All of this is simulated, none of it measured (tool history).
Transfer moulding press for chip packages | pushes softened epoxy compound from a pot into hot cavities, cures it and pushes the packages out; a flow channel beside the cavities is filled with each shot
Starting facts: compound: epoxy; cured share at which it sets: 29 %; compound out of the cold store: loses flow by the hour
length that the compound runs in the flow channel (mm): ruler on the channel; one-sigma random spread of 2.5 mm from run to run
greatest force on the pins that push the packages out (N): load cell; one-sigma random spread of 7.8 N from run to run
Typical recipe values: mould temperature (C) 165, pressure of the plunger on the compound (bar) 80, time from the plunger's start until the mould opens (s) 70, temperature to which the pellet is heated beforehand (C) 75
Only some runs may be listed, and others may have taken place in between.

run,hour,mould temperature (C),pressure of the plunger on the compound (bar),time from the plunger's start until the mould opens (s),temperature to which the pellet is heated beforehand (C),incoming compound's hours out of the cold store,length that the compound runs in the flow channel (mm),greatest force on the pins that push the packages out (N)
1,0,165,80,70,75,10.2,917,581
2,10.8,165,80,70,75,14.3,893,619
3,26.5,165,80,70,75,8.7,920,695
# hour 32.1: plunger's sealing rings changed
4,42.8,165,80,70,75,25.6,858,657
# hour 51.4: cavities cleaned with cleaning compound and waxed
5,54.3,169,80,70,75,23.7,852,320
6,68.9,163,80,70,75,38.4,786,558
7,83.1,163,80,70,68,28.7,839,649
8,98.8,165,80,75,75,22,868,532
9,110.8,165,80,75,75,42.4,753,527
10,129.9,170,66.2,83,71,41.3,679,438
# hour 137.1: cavities cleaned with cleaning compound and waxed
11,140.8,165,80,66,71,20,883,474
12,156.7,165,80,66,71,29.6,823,588
13,166.3,164,80,66,84,21.3,871,668
14,186.6,164,80,93,84,47,731,428
15,200.4,158,80,103,75,44.6,759,490

5 options for the next run, each taken on its own from the tool as it stands now. Forecast them:
# hour 222: cavities cleaned with cleaning compound and waxed
A,222,161,80,70,75,40.1,?,?
# hour 222: cavities cleaned with cleaning compound and waxed
B,222,159,67.5,64,75,9.3,?,?
# hour 222: cavities cleaned with cleaning compound and waxed
C,222,168,80,62,78,18,?,?
# hour 222: cavities cleaned with cleaning compound and waxed
D,222,165,85.1,70,77,10.5,?,?
# hour 222: cavities cleaned with cleaning compound and waxed
E,222,165,70.5,70,75,15.2,?,?

run,length that the compound runs in the flow channel (mm),greatest force on the pins that push the packages out (N)
A,768,482
B,884,790
C,872,417
D,959,389
E,845,387
With the hidden condition removed and each run's random variation left untouched, the same runs would have given:
run,length that the compound runs in the flow channel (mm),greatest force on the pins that push the packages out (N)
A,785,467
B,903,768
C,891,404
D,981,377
E,864,375

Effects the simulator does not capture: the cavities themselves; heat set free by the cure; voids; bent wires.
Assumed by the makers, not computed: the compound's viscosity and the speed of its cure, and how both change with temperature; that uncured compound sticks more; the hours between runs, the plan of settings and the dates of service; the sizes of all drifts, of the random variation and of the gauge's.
